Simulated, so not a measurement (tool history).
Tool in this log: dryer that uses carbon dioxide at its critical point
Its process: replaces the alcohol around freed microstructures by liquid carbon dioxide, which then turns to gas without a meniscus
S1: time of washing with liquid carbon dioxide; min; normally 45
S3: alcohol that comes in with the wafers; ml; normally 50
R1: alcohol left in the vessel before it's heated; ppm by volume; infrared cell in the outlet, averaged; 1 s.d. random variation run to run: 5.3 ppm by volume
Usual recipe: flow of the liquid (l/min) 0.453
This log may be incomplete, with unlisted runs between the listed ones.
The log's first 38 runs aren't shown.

run 39 day=12.892 | S1=30 flow_of_the_liquid_(l/min)=0.545 S3=49 | R1=355
run 40 day=13.288 | S1=30 flow_of_the_liquid_(l/min)=0.545 S3=49 | R1=356
run 41 day=13.771 | S1=45 flow_of_the_liquid_(l/min)=0.416 S3=102 | R1=447
run 42 day=14.108 | S1=45 flow_of_the_liquid_(l/min)=0.411 S3=53 | R1=269
run 43 day=14.500 | S1=45 flow_of_the_liquid_(l/min)=0.411 S3=53 | R1=272
run 44 day=14.704 | S1=45 flow_of_the_liquid_(l/min)=0.375 S3=90 | R1=601
run 45 day=14.967 | S1=58 flow_of_the_liquid_(l/min)=0.523 S3=50 | R1=66
run 46 day=15.233 | S1=37 flow_of_the_liquid_(l/min)=0.447 S3=42 | R1=327
run 47 day=15.517 | S1=66 flow_of_the_liquid_(l/min)=0.635 S3=117 | R1=55

Alternative continuations, all from the tool just after run 47; predict every row:
run A day=15.883 | S1=45 flow_of_the_liquid_(l/min)=0.453 S3=23 | R1=?
run B day=15.883 | S1=29 flow_of_the_liquid_(l/min)=0.647 S3=22 | R1=?
run C day=15.883 | S1=45 flow_of_the_liquid_(l/min)=0.416 S3=50 | R1=?
run D day=15.883 | S1=34 flow_of_the_liquid_(l/min)=0.688 S3=41 | R1=?

run=A R1=110
run=B R1=139
run=C R1=251
run=D R1=111
With the hidden condition removed and each run's random variation left untouched, the same runs would have given:
run=A R1=53
run=B R1=80
run=C R1=173
run=D R1=56
